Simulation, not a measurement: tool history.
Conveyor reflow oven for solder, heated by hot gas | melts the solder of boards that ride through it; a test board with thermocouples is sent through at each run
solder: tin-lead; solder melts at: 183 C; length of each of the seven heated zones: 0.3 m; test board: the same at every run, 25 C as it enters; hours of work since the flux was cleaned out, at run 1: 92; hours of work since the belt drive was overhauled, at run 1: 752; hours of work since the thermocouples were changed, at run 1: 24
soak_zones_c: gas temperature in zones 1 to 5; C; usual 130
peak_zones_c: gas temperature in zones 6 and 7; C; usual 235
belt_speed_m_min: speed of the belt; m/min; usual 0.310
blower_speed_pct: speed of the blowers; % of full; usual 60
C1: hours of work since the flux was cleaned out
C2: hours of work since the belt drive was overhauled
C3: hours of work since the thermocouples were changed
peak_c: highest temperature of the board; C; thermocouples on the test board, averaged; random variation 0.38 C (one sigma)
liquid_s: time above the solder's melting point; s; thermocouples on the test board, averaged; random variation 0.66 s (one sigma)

run 1 day=0.000 | soak_zones_c=130 peak_zones_c=235 belt_speed_m_min=0.310 blower_speed_pct=60 | C1=92 C2=752 C3=24 | peak_c=210.5 liquid_s=73.0
run 2 day=3.792 | soak_zones_c=130 peak_zones_c=245 belt_speed_m_min=0.310 blower_speed_pct=60 | C1=160 C2=820 C3=93 | peak_c=219.2 liquid_s=82.9
run 3 day=6.417 | soak_zones_c=130 peak_zones_c=245 belt_speed_m_min=0.310 blower_speed_pct=60 | C1=207 C2=868 C3=140 | peak_c=218.8 liquid_s=84.9
-- day=10.121 flux residue cleaned out of gas plates and filters
run 4 day=10.225 | soak_zones_c=130 peak_zones_c=245 belt_speed_m_min=0.310 blower_speed_pct=60 | C1=2 C2=933 C3=205 | peak_c=218.7 liquid_s=83.7
run 5 day=12.571 | soak_zones_c=130 peak_zones_c=235 belt_speed_m_min=0.310 blower_speed_pct=60 | C1=44 C2=975 C3=247 | peak_c=211.4 liquid_s=72.0
run 6 day=16.188 | soak_zones_c=130 peak_zones_c=235 belt_speed_m_min=0.310 blower_speed_pct=60 | C1=109 C2=1040 C3=313 | peak_c=210.2 liquid_s=72.4
run 7 day=19.900 | soak_zones_c=130 peak_zones_c=235 belt_speed_m_min=0.310 blower_speed_pct=72 | C1=176 C2=1107 C3=380 | peak_c=214.3 liquid_s=81.0
run 8 day=22.196 | soak_zones_c=130 peak_zones_c=235 belt_speed_m_min=0.310 blower_speed_pct=72 | C1=218 C2=1149 C3=421 | peak_c=214.5 liquid_s=79.3
run 9 day=24.012 | soak_zones_c=130 peak_zones_c=235 belt_speed_m_min=0.310 blower_speed_pct=72 | C1=251 C2=1181 C3=454 | peak_c=215.1 liquid_s=79.9
-- day=25.354 flux residue cleaned out of gas plates and filters
run 10 day=26.217 | soak_zones_c=130 peak_zones_c=235 belt_speed_m_min=0.310 blower_speed_pct=72 | C1=16 C2=1217 C3=490 | peak_c=215.4 liquid_s=79.2
run 11 day=29.058 | soak_zones_c=130 peak_zones_c=235 belt_speed_m_min=0.310 blower_speed_pct=72 | C1=67 C2=1269 C3=541 | peak_c=215.7 liquid_s=80.5
run 12 day=31.938 | soak_zones_c=130 peak_zones_c=235 belt_speed_m_min=0.310 blower_speed_pct=72 | C1=119 C2=1321 C3=593 | peak_c=215.2 liquid_s=79.5
run 13 day=35.067 | soak_zones_c=130 peak_zones_c=235 belt_speed_m_min=0.310 blower_speed_pct=67 | C1=175 C2=1377 C3=649 | peak_c=213.2 liquid_s=77.3
run 14 day=38.846 | soak_zones_c=130 peak_zones_c=235 belt_speed_m_min=0.310 blower_speed_pct=67 | C1=243 C2=1445 C3=718 | peak_c=213.4 liquid_s=77.0
-- day=40.496 flux residue cleaned out of gas plates and filters
run 15 day=41.438 | soak_zones_c=130 peak_zones_c=235 belt_speed_m_min=0.310 blower_speed_pct=74 | C1=17 C2=1488 C3=761 | peak_c=215.9 liquid_s=81.5
run 16 day=44.388 | soak_zones_c=125 peak_zones_c=235 belt_speed_m_min=0.332 blower_speed_pct=60 | C1=70 C2=1541 C3=814 | peak_c=206.5 liquid_s=58.4
run 17 day=46.450 | soak_zones_c=116 peak_zones_c=227 belt_speed_m_min=0.310 blower_speed_pct=60 | C1=107 C2=1579 C3=851 | peak_c=201.5 liquid_s=50.1
-- day=49.346 belt drive overhauled, speed set with a stopwatch
run 18 day=49.775 | soak_zones_c=138 peak_zones_c=243 belt_speed_m_min=0.310 blower_speed_pct=63 | C1=164 C2=8 C3=908 | peak_c=220.4 liquid_s=88.8
run 19 day=52.679 | soak_zones_c=130 peak_zones_c=235 belt_speed_m_min=0.310 blower_speed_pct=62 | C1=217 C2=60 C3=960 | peak_c=211.6 liquid_s=74.0
run 20 day=55.146 | soak_zones_c=130 peak_zones_c=235 belt_speed_m_min=0.322 blower_speed_pct=83 | C1=261 C2=105 C3=1005 | peak_c=217.1 liquid_s=79.2
-- day=55.933 flux residue cleaned out of gas plates and filters
run 21 day=57.000 | soak_zones_c=130 peak_zones_c=235 belt_speed_m_min=0.322 blower_speed_pct=83 | C1=19 C2=134 C3=1035 | peak_c=217.9 liquid_s=79.8
run 22 day=60.638 | soak_zones_c=130 peak_zones_c=235 belt_speed_m_min=0.322 blower_speed_pct=83 | C1=85 C2=200 C3=1100 | peak_c=216.7 liquid_s=80.7
run 23 day=64.321 | soak_zones_c=130 peak_zones_c=235 belt_speed_m_min=0.322 blower_speed_pct=83 | C1=151 C2=266 C3=1167 | peak_c=217.7 liquid_s=79.1
-- day=64.833 thermocouples of zones 6 and 7 changed
run 24 day=66.554 | soak_zones_c=130 peak_zones_c=235 belt_speed_m_min=0.322 blower_speed_pct=83 | C1=190 C2=305 C3=31 | peak_c=217.0 liquid_s=80.3
run 25 day=69.892 | soak_zones_c=135 peak_zones_c=235 belt_speed_m_min=0.322 blower_speed_pct=50 | C1=250 C2=365 C3=91 | peak_c=205.2 liquid_s=62.4
-- day=71.329 flux residue cleaned out of gas plates and filters
run 26 day=73.496 | soak_zones_c=135 peak_zones_c=235 belt_speed_m_min=0.322 blower_speed_pct=50 | C1=39 C2=427 C3=153 | peak_c=205.4 liquid_s=60.6
run 27 day=75.858 | soak_zones_c=135 peak_zones_c=235 belt_speed_m_min=0.322 blower_speed_pct=50 | C1=82 C2=469 C3=195 | peak_c=205.5 liquid_s=62.6
run 28 day=77.871 | soak_zones_c=140 peak_zones_c=228 belt_speed_m_min=0.301 blower_speed_pct=50 | C1=118 C2=505 C3=231 | peak_c=204.2 liquid_s=67.2
run 29 day=79.858 | soak_zones_c=124 peak_zones_c=242 belt_speed_m_min=0.327 blower_speed_pct=60 | C1=154 C2=541 C3=267 | peak_c=213.0 liquid_s=67.6

5 ways to go on from here, each from the tool as it stands after run 29. What would each give?
run A day=81.896 | soak_zones_c=145 peak_zones_c=235 belt_speed_m_min=0.310 blower_speed_pct=60 | C1=191 C2=578 C3=304 | peak_c=? liquid_s=?
run B day=81.896 | soak_zones_c=119 peak_zones_c=235 belt_speed_m_min=0.310 blower_speed_pct=60 | C1=191 C2=578 C3=304 | peak_c=? liquid_s=?
run C day=81.896 | soak_zones_c=130 peak_zones_c=235 belt_speed_m_min=0.331 blower_speed_pct=60 | C1=191 C2=578 C3=304 | peak_c=? liquid_s=?
run D day=81.896 | soak_zones_c=130 peak_zones_c=235 belt_speed_m_min=0.359 blower_speed_pct=60 | C1=191 C2=578 C3=304 | peak_c=? liquid_s=?
run E day=81.896 | soak_zones_c=130 peak_zones_c=229 belt_speed_m_min=0.310 blower_speed_pct=60 | C1=191 C2=578 C3=304 | peak_c=? liquid_s=?

run=A peak_c=214.1 liquid_s=85.2
run=B peak_c=207.2 liquid_s=63.0
run=C peak_c=208.4 liquid_s=63.2
run=D peak_c=204.7 liquid_s=51.7
run=E peak_c=205.2 liquid_s=63.5
Without the tool's hidden state the same runs would have given:
run=A peak_c=214.1 liquid_s=85.2
run=B peak_c=207.3 liquid_s=63.0
run=C peak_c=208.4 liquid_s=63.2
run=D peak_c=204.7 liquid_s=51.7
run=E peak_c=205.2 liquid_s=63.5
